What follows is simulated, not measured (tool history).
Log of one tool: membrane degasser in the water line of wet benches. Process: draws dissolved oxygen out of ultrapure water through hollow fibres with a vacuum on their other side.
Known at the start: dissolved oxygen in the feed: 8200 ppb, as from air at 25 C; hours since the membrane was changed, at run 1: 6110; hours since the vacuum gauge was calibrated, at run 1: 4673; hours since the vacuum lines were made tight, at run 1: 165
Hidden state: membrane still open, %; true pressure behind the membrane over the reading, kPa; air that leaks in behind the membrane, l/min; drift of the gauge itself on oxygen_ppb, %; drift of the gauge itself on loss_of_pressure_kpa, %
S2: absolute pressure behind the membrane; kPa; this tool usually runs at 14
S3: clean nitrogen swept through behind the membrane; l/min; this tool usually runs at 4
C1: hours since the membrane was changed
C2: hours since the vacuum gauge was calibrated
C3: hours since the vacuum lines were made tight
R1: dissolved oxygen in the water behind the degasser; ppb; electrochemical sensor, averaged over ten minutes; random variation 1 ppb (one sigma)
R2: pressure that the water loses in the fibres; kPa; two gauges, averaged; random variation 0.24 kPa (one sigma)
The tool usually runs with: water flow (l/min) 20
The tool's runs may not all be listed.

Run 1, hour 0: usual settings; C1 6110; C2 4673; C3 165. Result: R1 143 ppb, R2 63.6 kPa.
Run 2, hour 132.8: usual settings; C1 6243; C2 4806; C3 298. Result: R1 143.4 ppb, R2 63.61 kPa.
Run 3, hour 298: usual settings; C1 6408; C2 4971; C3 463. Result: R1 142.6 ppb, R2 63.7 kPa.
Run 4, hour 452.9: usual settings; C1 6563; C2 5126; C3 618. Result: R1 140.7 ppb, R2 63.77 kPa.
Run 5, hour 610.4: usual settings; C1 6720; C2 5283; C3 776. Result: R1 143 ppb, R2 63.64 kPa.
Run 6, hour 743.9: usual settings but water flow (l/min) 28; C1 6854; C2 5417; C3 909. Result: R1 223.6 ppb, R2 89.16 kPa.
Run 7, hour 894.2: usual settings but water flow (l/min) 28; C1 7004; C2 5567; C3 1059. Result: R1 223.7 ppb, R2 88.56 kPa.
Run 8, hour 969.9: usual settings but water flow (l/min) 28, S2 9.9 kPa; C1 7080; C2 5643; C3 1135. Result: R1 157.2 ppb, R2 88.2 kPa.
Run 9, hour 1119.3: usual settings but S2 17 kPa; C1 7229; C2 5792; C3 1284. Result: R1 177.8 ppb, R2 63.52 kPa.
Run 10, hour 1225.3: usual settings but water flow (l/min) 22, S3 3.66 l/min; C1 7335; C2 5898; C3 1390. Result: R1 175.1 ppb, R2 70.41 kPa.
Run 11, hour 1377.9: usual settings but water flow (l/min) 13, S2 34.5 kPa, S3 8.71 l/min; C1 7488; C2 6051; C3 1543. Result: R1 116.3 ppb, R2 41.56 kPa.
Run 12, hour 1498.3: usual settings but water flow (l/min) 13, S2 34.5 kPa, S3 8.71 l/min; C1 7608; C2 6171; C3 1663. Result: R1 115.2 ppb, R2 40.95 kPa.
At hour 1587.5: vacuum gauge calibrated.
Run 13, hour 1590.8: usual settings but water flow (l/min) 12, S2 34.5 kPa, S3 11.48 l/min; C1 7700; C2 3; C3 1755. Result: R1 82.5 ppb, R2 38.02 kPa.
Run 14, hour 1754.7: usual settings but S3 5.34 l/min; C1 7864; C2 167; C3 1919. Result: R1 111.8 ppb, R2 63.25 kPa.

Below are 5 alternative next runs, each starting from the tool's condition after run 14. Predict each:
Run A, hour 1855: usual settings but water flow (l/min) 19, S3 1.93 l/min; C1 7965; C2 268; C3 2020. Result: R1 ?, R2 ?.
Run B, hour 1855: usual settings but water flow (l/min) 23, S3 2.1 l/min; C1 7965; C2 268; C3 2020. Result: R1 ?, R2 ?.
Run C, hour 1855: usual settings but water flow (l/min) 31, S2 18.6 kPa, S3 5.34 l/min; C1 7965; C2 268; C3 2020. Result: R1 ?, R2 ?.
Run D, hour 1855: usual settings but S2 10.6 kPa; C1 7965; C2 268; C3 2020. Result: R1 ?, R2 ?.
Run E, hour 1855: usual settings but S3 3.34 l/min; C1 7965; C2 268; C3 2020. Result: R1 ?, R2 ?.

run     R1     R2
  A  255.9  59.68
  B    291  72.39
  C  273.1  98.22
  D    101  62.83
  E  167.1  62.85
Without the tool's unlogged condition, the same runs would have read:
run     R1     R2
  A  255.9  60.19
  B  290.9  73.02
  C    273  99.06
  D    101  63.38
  E  167.1   63.4
